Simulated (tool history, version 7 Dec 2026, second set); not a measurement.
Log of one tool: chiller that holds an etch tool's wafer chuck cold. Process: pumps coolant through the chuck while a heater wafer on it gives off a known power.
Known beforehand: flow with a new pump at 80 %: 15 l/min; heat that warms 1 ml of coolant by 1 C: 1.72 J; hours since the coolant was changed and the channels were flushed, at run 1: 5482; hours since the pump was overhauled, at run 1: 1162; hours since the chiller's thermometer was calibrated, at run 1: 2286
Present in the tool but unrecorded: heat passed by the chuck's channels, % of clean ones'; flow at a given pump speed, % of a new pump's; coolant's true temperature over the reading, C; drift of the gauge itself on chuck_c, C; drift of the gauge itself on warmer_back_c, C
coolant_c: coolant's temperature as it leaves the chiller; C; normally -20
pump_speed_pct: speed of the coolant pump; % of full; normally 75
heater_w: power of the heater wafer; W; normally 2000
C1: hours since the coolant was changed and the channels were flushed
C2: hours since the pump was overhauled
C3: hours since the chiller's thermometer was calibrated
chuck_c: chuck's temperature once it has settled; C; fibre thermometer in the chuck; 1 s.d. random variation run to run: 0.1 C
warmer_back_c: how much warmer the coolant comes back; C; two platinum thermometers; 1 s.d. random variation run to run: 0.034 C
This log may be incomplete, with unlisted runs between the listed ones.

Run 1, hour 0: usual settings; C1 5482; C2 1162; C3 2286. Result: chuck_c 0.1 C, warmer_back_c 4.92 C.
Run 2, hour 32.7: usual settings; C1 5515; C2 1194; C3 2319. Result: chuck_c 0 C, warmer_back_c 5.02 C.
Run 3, hour 64.6: usual settings but pump_speed_pct 86 % of full; C1 5547; C2 1226; C3 2351. Result: chuck_c -2.1 C, warmer_back_c 4.27 C.
Run 4, hour 92.9: usual settings but heater_w 1077 W; C1 5575; C2 1255; C3 2379. Result: chuck_c -9.2 C, warmer_back_c 2.72 C.
Run 5, hour 115.9: usual settings but heater_w 1077 W; C1 5598; C2 1278; C3 2402. Result: chuck_c -9.4 C, warmer_back_c 2.69 C.
Run 6, hour 131: usual settings but coolant_c -26 C; C1 5613; C2 1293; C3 2417. Result: chuck_c -6 C, warmer_back_c 5.01 C.
Run 7, hour 165.5: usual settings but coolant_c -26 C; C1 5648; C2 1327; C3 2451. Result: chuck_c -6.1 C, warmer_back_c 4.99 C.
Run 8, hour 185.5: usual settings but coolant_c -26 C; C1 5668; C2 1347; C3 2471. Result: chuck_c -6 C, warmer_back_c 4.98 C.
Run 9, hour 219.1: usual settings but coolant_c -13 C; C1 5701; C2 1381; C3 2505. Result: chuck_c 7.1 C, warmer_back_c 4.95 C.
Run 10, hour 242.8: usual settings but coolant_c -13 C; C1 5725; C2 1405; C3 2529. Result: chuck_c 6.7 C, warmer_back_c 5.01 C.
Run 11, hour 279.1: usual settings; C1 5761; C2 1441; C3 2565. Result: chuck_c -0.1 C, warmer_back_c 4.98 C.
Run 12, hour 311.1: usual settings but coolant_c -27 C; C1 5793; C2 1473; C3 2597. Result: chuck_c -6.9 C, warmer_back_c 5.01 C.
Run 13, hour 346.4: usual settings; C1 5829; C2 1508; C3 2632. Result: chuck_c 0.1 C, warmer_back_c 5.01 C.
Run 14, hour 374.1: usual settings; C1 5856; C2 1536; C3 2660. Result: chuck_c -0.1 C, warmer_back_c 5 C.
Run 15, hour 404.9: usual settings but heater_w 1534 W; C1 5887; C2 1567; C3 2691. Result: chuck_c -4.8 C, warmer_back_c 3.85 C.
Run 16, hour 422.6: usual settings but heater_w 1534 W; C1 5905; C2 1584; C3 2709. Result: chuck_c -4.7 C, warmer_back_c 3.85 C.
Run 17, hour 453: usual settings but coolant_c -23 C, pump_speed_pct 78 % of full; C1 5935; C2 1615; C3 2739. Result: chuck_c -3.8 C, warmer_back_c 4.79 C.
Run 18, hour 484.1: usual settings but coolant_c -23 C, pump_speed_pct 91 % of full, heater_w 1054 W; C1 5966; C2 1646; C3 2770. Result: chuck_c -14.1 C, warmer_back_c 2.13 C.

Run 19 has not been measured yet. What should we expect?
Run 19, hour 519.8: usual settings but coolant_c -26 C, pump_speed_pct 99 % of full, heater_w 2188 W; C1 6002; C2 1682; C3 2806. Result: chuck_c ?, warmer_back_c ?.

Run 19 produced chuck_c -8.1 C, warmer_back_c 4 C.
Were there no unlogged condition in the tool, this run, its random variation unchanged, would have produced chuck_c -8.2 C, warmer_back_c 4 C.
